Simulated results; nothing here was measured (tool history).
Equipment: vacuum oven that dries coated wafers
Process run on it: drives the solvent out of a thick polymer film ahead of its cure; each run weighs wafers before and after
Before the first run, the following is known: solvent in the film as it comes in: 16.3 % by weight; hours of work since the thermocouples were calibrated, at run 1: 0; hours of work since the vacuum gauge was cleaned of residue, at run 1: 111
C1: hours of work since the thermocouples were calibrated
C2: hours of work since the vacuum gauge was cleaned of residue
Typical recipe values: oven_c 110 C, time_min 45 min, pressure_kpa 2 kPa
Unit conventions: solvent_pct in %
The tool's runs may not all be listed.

{"run": 1, "day": 0.0, "oven_c": 110, "time_min": 45, "pressure_kpa": 2, "C1": 0, "C2": 111, "solvent_pct": 2.39}
{"run": 2, "day": 0.5, "oven_c": 110, "time_min": 45, "pressure_kpa": 2.39, "C1": 6, "C2": 117, "solvent_pct": 2.53}
{"run": 3, "day": 1.029, "oven_c": 110, "time_min": 45, "pressure_kpa": 2.39, "C1": 12, "C2": 123, "solvent_pct": 2.5}
{"run": 4, "day": 1.704, "oven_c": 110, "time_min": 45, "pressure_kpa": 2.39, "C1": 20, "C2": 131, "solvent_pct": 2.53}
{"run": 5, "day": 2.338, "oven_c": 110, "time_min": 45, "pressure_kpa": 2, "C1": 28, "C2": 139, "solvent_pct": 2.45}
{"run": 6, "day": 2.762, "oven_c": 110, "time_min": 45, "pressure_kpa": 2, "C1": 33, "C2": 144, "solvent_pct": 2.43}
{"run": 7, "day": 3.271, "oven_c": 110, "time_min": 45, "pressure_kpa": 2.27, "C1": 39, "C2": 150, "solvent_pct": 2.55}
{"run": 8, "day": 3.642, "oven_c": 120, "time_min": 45, "pressure_kpa": 2, "C1": 43, "C2": 154, "solvent_pct": 1.04}
{"run": 9, "day": 4.158, "oven_c": 120, "time_min": 45, "pressure_kpa": 2, "C1": 49, "C2": 160, "solvent_pct": 1.06}
{"run": 10, "day": 4.883, "oven_c": 110, "time_min": 45, "pressure_kpa": 2, "C1": 58, "C2": 169, "solvent_pct": 2.44}
{"run": 11, "day": 5.312, "oven_c": 110, "time_min": 45, "pressure_kpa": 2, "C1": 63, "C2": 174, "solvent_pct": 2.41}
{"run": 12, "day": 6.029, "oven_c": 110, "time_min": 45, "pressure_kpa": 2.9, "C1": 71, "C2": 183, "solvent_pct": 2.66}
{"run": 13, "day": 6.446, "oven_c": 110, "time_min": 45, "pressure_kpa": 2, "C1": 76, "C2": 187, "solvent_pct": 2.43}
{"run": 14, "day": 7.017, "oven_c": 110, "time_min": 45, "pressure_kpa": 2, "C1": 83, "C2": 194, "solvent_pct": 2.39}
{"run": 15, "day": 7.425, "oven_c": 110, "time_min": 45, "pressure_kpa": 2, "C1": 88, "C2": 199, "solvent_pct": 2.44}
{"run": 16, "day": 7.821, "oven_c": 120, "time_min": 45, "pressure_kpa": 2, "C1": 92, "C2": 204, "solvent_pct": 1.08}
{"run": 17, "day": 8.242, "oven_c": 120, "time_min": 45, "pressure_kpa": 2, "C1": 97, "C2": 209, "solvent_pct": 1.03}
{"run": 18, "day": 8.971, "oven_c": 120, "time_min": 47, "pressure_kpa": 2, "C1": 106, "C2": 217, "solvent_pct": 1.04}
{"run": 19, "day": 9.583, "oven_c": 120, "time_min": 47, "pressure_kpa": 2, "C1": 113, "C2": 225, "solvent_pct": 1.01}
{"run": 20, "day": 10.025, "oven_c": 120, "time_min": 47, "pressure_kpa": 2, "C1": 118, "C2": 230, "solvent_pct": 1.03}
{"run": 21, "day": 10.488, "oven_c": 120, "time_min": 47, "pressure_kpa": 2, "C1": 124, "C2": 235, "solvent_pct": 0.94}
{"run": 22, "day": 11.246, "oven_c": 110, "time_min": 45, "pressure_kpa": 2, "C1": 133, "C2": 244, "solvent_pct": 2.43}
{"run": 23, "day": 12.008, "oven_c": 110, "time_min": 45, "pressure_kpa": 2, "C1": 142, "C2": 253, "solvent_pct": 2.43}
{"run": 24, "day": 12.508, "oven_c": 107, "time_min": 45, "pressure_kpa": 2, "C1": 148, "C2": 259, "solvent_pct": 3.1}
{"run": 25, "day": 13.012, "oven_c": 110, "time_min": 30, "pressure_kpa": 2.29, "C1": 154, "C2": 265, "solvent_pct": 4.19}
{"run": 26, "day": 13.35, "oven_c": 110, "time_min": 30, "pressure_kpa": 2.29, "C1": 158, "C2": 269, "solvent_pct": 4.19}
{"run": 27, "day": 13.975, "oven_c": 114, "time_min": 76, "pressure_kpa": 2.29, "C1": 165, "C2": 276, "solvent_pct": 1.01}
{"run": 28, "day": 14.658, "oven_c": 114, "time_min": 32, "pressure_kpa": 6.79, "C1": 173, "C2": 285, "solvent_pct": 4.29}
{"run": 29, "day": 15.104, "oven_c": 119, "time_min": 54, "pressure_kpa": 1.15, "C1": 178, "C2": 290, "solvent_pct": 0.68}
{"day": 15.225, "done": "oven's thermocouples calibrated"}
{"run": 30, "day": 15.821, "oven_c": 117, "time_min": 60, "pressure_kpa": 2, "C1": 7, "C2": 297, "solvent_pct": 0.96}
{"run": 31, "day": 16.312, "oven_c": 109, "time_min": 29, "pressure_kpa": 5.06, "C1": 13, "C2": 303, "solvent_pct": 5.49}
{"run": 32, "day": 16.796, "oven_c": 118, "time_min": 45, "pressure_kpa": 2, "C1": 19, "C2": 309, "solvent_pct": 1.27}
{"run": 33, "day": 17.45, "oven_c": 118, "time_min": 45, "pressure_kpa": 2, "C1": 26, "C2": 317, "solvent_pct": 1.31}
{"day": 17.95, "done": "oven's thermocouples calibrated, once more"}
{"run": 34, "day": 17.996, "oven_c": 118, "time_min": 45, "pressure_kpa": 2, "C1": 1, "C2": 322, "solvent_pct": 1.24}
{"run": 35, "day": 18.312, "oven_c": 102, "time_min": 47, "pressure_kpa": 4.42, "C1": 4, "C2": 326, "solvent_pct": 5.09}
{"run": 36, "day": 18.708, "oven_c": 110, "time_min": 45, "pressure_kpa": 2.61, "C1": 9, "C2": 330, "solvent_pct": 2.71}
{"run": 37, "day": 19.325, "oven_c": 110, "time_min": 79, "pressure_kpa": 2, "C1": 16, "C2": 338, "solvent_pct": 1.09}
{"run": 38, "day": 20.025, "oven_c": 124, "time_min": 23, "pressure_kpa": 2.22, "C1": 25, "C2": 346, "solvent_pct": 2.3}
{"run": 39, "day": 20.775, "oven_c": 124, "time_min": 56, "pressure_kpa": 4.15, "C1": 33, "C2": 355, "solvent_pct": 1.12}
{"run": 40, "day": 21.175, "oven_c": 95, "time_min": 56, "pressure_kpa": 4.95, "C1": 38, "C2": 360, "solvent_pct": 6.53}
{"run": 41, "day": 21.517, "oven_c": 109, "time_min": 45, "pressure_kpa": 2, "C1": 42, "C2": 364, "solvent_pct": 2.64}
{"run": 42, "day": 21.846, "oven_c": 109, "time_min": 45, "pressure_kpa": 2, "C1": 46, "C2": 367, "solvent_pct": 2.69}
{"run": 43, "day": 22.188, "oven_c": 109, "time_min": 45, "pressure_kpa": 2, "C1": 50, "C2": 372, "solvent_pct": 2.72}
{"run": 44, "day": 22.842, "oven_c": 109, "time_min": 45, "pressure_kpa": 2, "C1": 58, "C2": 379, "solvent_pct": 2.66}
{"run": 45, "day": 23.471, "oven_c": 109, "time_min": 23, "pressure_kpa": 2, "C1": 65, "C2": 387, "solvent_pct": 5.63}
{"run": 46, "day": 23.833, "oven_c": 120, "time_min": 81, "pressure_kpa": 1.42, "C1": 70, "C2": 391, "solvent_pct": 0.45}
{"run": 47, "day": 24.188, "oven_c": 111, "time_min": 45, "pressure_kpa": 2, "C1": 74, "C2": 395, "solvent_pct": 2.3}

Table of differences, measured result less the result of that run with no hidden state. Run-to-run variation is the same in both. Gauge scatter possibly is not:
What the log doesn't record here: true wafer temperature over the reading, C; true pressure over the reading, kPa; drift of the gauge itself on solvent_pct, %.
run=1 solvent_pct=+0.01
run=2 solvent_pct=+0.02
run=3 solvent_pct=+0.02
run=4 solvent_pct=+0.03
run=5 solvent_pct=+0.03
run=6 solvent_pct=+0.03
run=7 solvent_pct=+0.03
run=8 solvent_pct=+0.02
run=9 solvent_pct=+0.02
run=10 solvent_pct=+0.04
run=11 solvent_pct=+0.05
run=12 solvent_pct=+0.05
run=13 solvent_pct=+0.05
run=14 solvent_pct=+0.05
run=15 solvent_pct=+0.05
run=16 solvent_pct=+0.04
run=17 solvent_pct=+0.04
run=18 solvent_pct=+0.04
run=19 solvent_pct=+0.04
run=20 solvent_pct=+0.04
run=21 solvent_pct=+0.04
run=22 solvent_pct=+0.08
run=23 solvent_pct=+0.07
run=24 solvent_pct=+0.09
run=25 solvent_pct=+0.1
run=26 solvent_pct=+0.1
run=27 solvent_pct=+0.04
run=28 solvent_pct=+0.1
run=29 solvent_pct=+0.05
run=30 solvent_pct=+0.06
run=31 solvent_pct=+0.17
run=32 solvent_pct=+0.08
run=33 solvent_pct=+0.09
run=34 solvent_pct=+0.05
run=35 solvent_pct=+0.11
run=36 solvent_pct=+0.08
run=37 solvent_pct=+0.06
run=38 solvent_pct=+0.07
run=39 solvent_pct=+0.04
run=40 solvent_pct=+0.15
run=41 solvent_pct=+0.11
run=42 solvent_pct=+0.11
run=43 solvent_pct=+0.1
run=44 solvent_pct=+0.11
run=45 solvent_pct=+0.12
run=46 solvent_pct=+0.04
run=47 solvent_pct=+0.11

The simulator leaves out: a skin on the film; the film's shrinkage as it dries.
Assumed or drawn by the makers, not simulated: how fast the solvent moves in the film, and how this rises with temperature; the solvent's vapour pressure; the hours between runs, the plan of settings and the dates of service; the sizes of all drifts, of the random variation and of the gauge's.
